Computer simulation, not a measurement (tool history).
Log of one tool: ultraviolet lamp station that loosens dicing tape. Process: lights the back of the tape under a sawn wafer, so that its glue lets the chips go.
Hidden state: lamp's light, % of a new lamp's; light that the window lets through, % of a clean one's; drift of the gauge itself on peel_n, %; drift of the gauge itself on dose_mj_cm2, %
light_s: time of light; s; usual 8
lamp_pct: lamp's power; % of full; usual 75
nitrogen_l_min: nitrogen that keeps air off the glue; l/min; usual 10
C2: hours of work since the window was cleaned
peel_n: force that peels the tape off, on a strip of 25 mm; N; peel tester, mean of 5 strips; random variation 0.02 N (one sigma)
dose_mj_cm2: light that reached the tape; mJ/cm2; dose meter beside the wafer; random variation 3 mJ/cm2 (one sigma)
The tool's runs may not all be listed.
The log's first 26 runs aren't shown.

{"run": 27, "day": 8.008, "light_s": 7, "lamp_pct": 75, "nitrogen_l_min": 16, "hours of work of the lamp": 201, "C2": 116, "peel_n": 1.233, "dose_mj_cm2": 354}
{"run": 28, "day": 8.233, "light_s": 14, "lamp_pct": 75, "nitrogen_l_min": 14, "hours of work of the lamp": 205, "C2": 119, "peel_n": 0.258, "dose_mj_cm2": 701}
{"run": 29, "day": 8.483, "light_s": 4, "lamp_pct": 85, "nitrogen_l_min": 10, "hours of work of the lamp": 209, "C2": 123, "peel_n": 2.769, "dose_mj_cm2": 226}
{"run": 30, "day": 8.712, "light_s": 4, "lamp_pct": 85, "nitrogen_l_min": 10, "hours of work of the lamp": 212, "C2": 127, "peel_n": 2.736, "dose_mj_cm2": 228}
{"run": 31, "day": 8.983, "light_s": 4, "lamp_pct": 85, "nitrogen_l_min": 10, "hours of work of the lamp": 217, "C2": 131, "peel_n": 2.683, "dose_mj_cm2": 227}
{"run": 32, "day": 9.267, "light_s": 4, "lamp_pct": 85, "nitrogen_l_min": 10, "hours of work of the lamp": 221, "C2": 136, "peel_n": 2.689, "dose_mj_cm2": 225}
{"run": 33, "day": 9.588, "light_s": 6, "lamp_pct": 87, "nitrogen_l_min": 10, "hours of work of the lamp": 226, "C2": 141, "peel_n": 1.557, "dose_mj_cm2": 343}
{"run": 34, "day": 9.958, "light_s": 8, "lamp_pct": 100, "nitrogen_l_min": 6, "hours of work of the lamp": 232, "C2": 147, "peel_n": 1.044, "dose_mj_cm2": 525}
{"run": 35, "day": 10.342, "light_s": 8, "lamp_pct": 70, "nitrogen_l_min": 6, "hours of work of the lamp": 238, "C2": 153, "peel_n": 1.9, "dose_mj_cm2": 368}
{"run": 36, "day": 10.554, "light_s": 9, "lamp_pct": 89, "nitrogen_l_min": 19, "hours of work of the lamp": 242, "C2": 156, "peel_n": 0.465, "dose_mj_cm2": 521}
{"run": 37, "day": 10.729, "light_s": 10, "lamp_pct": 65, "nitrogen_l_min": 5, "hours of work of the lamp": 245, "C2": 159, "peel_n": 1.649, "dose_mj_cm2": 423}
{"run": 38, "day": 10.979, "light_s": 10, "lamp_pct": 65, "nitrogen_l_min": 5, "hours of work of the lamp": 249, "C2": 163, "peel_n": 1.632, "dose_mj_cm2": 424}
{"run": 39, "day": 11.358, "light_s": 8, "lamp_pct": 61, "nitrogen_l_min": 10, "hours of work of the lamp": 255, "C2": 169, "peel_n": 1.782, "dose_mj_cm2": 321}
{"run": 40, "day": 11.592, "light_s": 8, "lamp_pct": 82, "nitrogen_l_min": 16, "hours of work of the lamp": 258, "C2": 173, "peel_n": 0.834, "dose_mj_cm2": 427}
{"run": 41, "day": 11.954, "light_s": 8, "lamp_pct": 69, "nitrogen_l_min": 16, "hours of work of the lamp": 264, "C2": 179, "peel_n": 1.226, "dose_mj_cm2": 354}
{"run": 42, "day": 12.171, "light_s": 8, "lamp_pct": 69, "nitrogen_l_min": 16, "hours of work of the lamp": 268, "C2": 182, "peel_n": 1.214, "dose_mj_cm2": 356}
{"run": 43, "day": 12.546, "light_s": 6, "lamp_pct": 82, "nitrogen_l_min": 12, "hours of work of the lamp": 274, "C2": 188, "peel_n": 1.622, "dose_mj_cm2": 312}

Forecast each of these 3 alternatives for the next run:
{"run": "A", "day": 12.796, "light_s": 8, "lamp_pct": 72, "nitrogen_l_min": 10, "hours of work of the lamp": 278, "C2": 192, "peel_n": "?", "dose_mj_cm2": "?"}
{"run": "B", "day": 12.796, "light_s": 12, "lamp_pct": 82, "nitrogen_l_min": 12, "hours of work of the lamp": 278, "C2": 192, "peel_n": "?", "dose_mj_cm2": "?"}
{"run": "C", "day": 12.796, "light_s": 6, "lamp_pct": 82, "nitrogen_l_min": 8, "hours of work of the lamp": 278, "C2": 192, "peel_n": "?", "dose_mj_cm2": "?"}

run=A peel_n=1.489 dose_mj_cm2=370
run=B peel_n=0.39 dose_mj_cm2=627
run=C peel_n=1.986 dose_mj_cm2=311
Without the tool's hidden state the same runs would have given:
run=A peel_n=1.083 dose_mj_cm2=441
run=B peel_n=0.237 dose_mj_cm2=746
run=C peel_n=1.536 dose_mj_cm2=371
